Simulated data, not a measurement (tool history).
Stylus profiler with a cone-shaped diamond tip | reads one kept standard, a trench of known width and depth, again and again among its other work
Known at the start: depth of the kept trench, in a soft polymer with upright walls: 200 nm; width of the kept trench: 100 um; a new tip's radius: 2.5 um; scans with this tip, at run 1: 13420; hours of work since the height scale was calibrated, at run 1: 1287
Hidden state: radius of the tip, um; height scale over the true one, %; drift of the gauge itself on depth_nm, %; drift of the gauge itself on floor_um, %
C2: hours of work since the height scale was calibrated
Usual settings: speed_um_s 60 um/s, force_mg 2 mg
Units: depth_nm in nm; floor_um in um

Run 1, hour 0: usual settings; scans with this tip 13420; C2 1287. Result: depth_nm 203.22 nm, floor_um 97.2 um.
Run 2, hour 56: usual settings; scans with this tip 13658; C2 1309. Result: depth_nm 203.12 nm, floor_um 97.24 um.
Run 3, hour 104.9: usual settings; scans with this tip 13865; C2 1329. Result: depth_nm 202.95 nm, floor_um 97.16 um.
Run 4, hour 165.9: usual settings; scans with this tip 14124; C2 1354. Result: depth_nm 203.02 nm, floor_um 97.23 um.
Run 5, hour 239.4: usual settings; scans with this tip 14437; C2 1384. Result: depth_nm 203.19 nm, floor_um 97.16 um.
Run 6, hour 318.4: usual settings; scans with this tip 14772; C2 1416. Result: depth_nm 203.07 nm, floor_um 97.16 um.
Run 7, hour 358: usual settings; scans with this tip 14940; C2 1432. Result: depth_nm 203.36 nm, floor_um 97.16 um.
Run 8, hour 424.8: usual settings; scans with this tip 15224; C2 1459. Result: depth_nm 203.44 nm, floor_um 97.19 um.
Run 9, hour 510.6: usual settings; scans with this tip 15588; C2 1494. Result: depth_nm 203.28 nm, floor_um 97.16 um.
Run 10, hour 552.9: usual settings but speed_um_s 68 um/s, force_mg 3.74 mg; scans with this tip 15768; C2 1512. Result: depth_nm 204.58 nm, floor_um 97.28 um.
Run 11, hour 634.4: usual settings but speed_um_s 16 um/s, force_mg 5.67 mg; scans with this tip 16114; C2 1545. Result: depth_nm 205.63 nm, floor_um 97.45 um.
Run 12, hour 682.2: usual settings but speed_um_s 92 um/s, force_mg 1.61 mg; scans with this tip 16317; C2 1564. Result: depth_nm 202.83 nm, floor_um 96.88 um.
Run 13, hour 773.9: usual settings but speed_um_s 159 um/s, force_mg 1.04 mg; scans with this tip 16706; C2 1602. Result: depth_nm 202.53 nm, floor_um 96.3 um.
Run 14, hour 840.3: usual settings but speed_um_s 50 um/s, force_mg 1.08 mg; scans with this tip 16988; C2 1629. Result: depth_nm 202.65 nm, floor_um 97.12 um.
At hour 858.2: height scale calibrated on a step standard.
Run 15, hour 911: usual settings but speed_um_s 58 um/s, force_mg 1.77 mg; scans with this tip 17286; C2 21. Result: depth_nm 202.02 nm, floor_um 97.07 um.
Run 16, hour 984.6: usual settings but speed_um_s 58 um/s, force_mg 1.77 mg; scans with this tip 17599; C2 51. Result: depth_nm 201.86 nm, floor_um 97.05 um.
Run 17, hour 1048.2: usual settings but speed_um_s 58 um/s, force_mg 1.77 mg; scans with this tip 17869; C2 77. Result: depth_nm 202.26 nm, floor_um 97.13 um.

Some steps in depth_nm between neighbouring runs. How much of each would the tool show without its hidden state too (settings, what came in, random variation), and how much is left for the hidden state, with any gauge scatter that isn't in both results?
Run 11 -> 12: speed_um_s 16 -> 92, force_mg 5.67 -> 1.61. depth_nm -2.8 nm: hidden state -0.01, all else -2.79.
Run 14 -> 15: speed_um_s 50 -> 58, force_mg 1.08 -> 1.77, height scale calibrated on a step standard. depth_nm -0.63 nm: hidden state -1.13, all else +0.5.
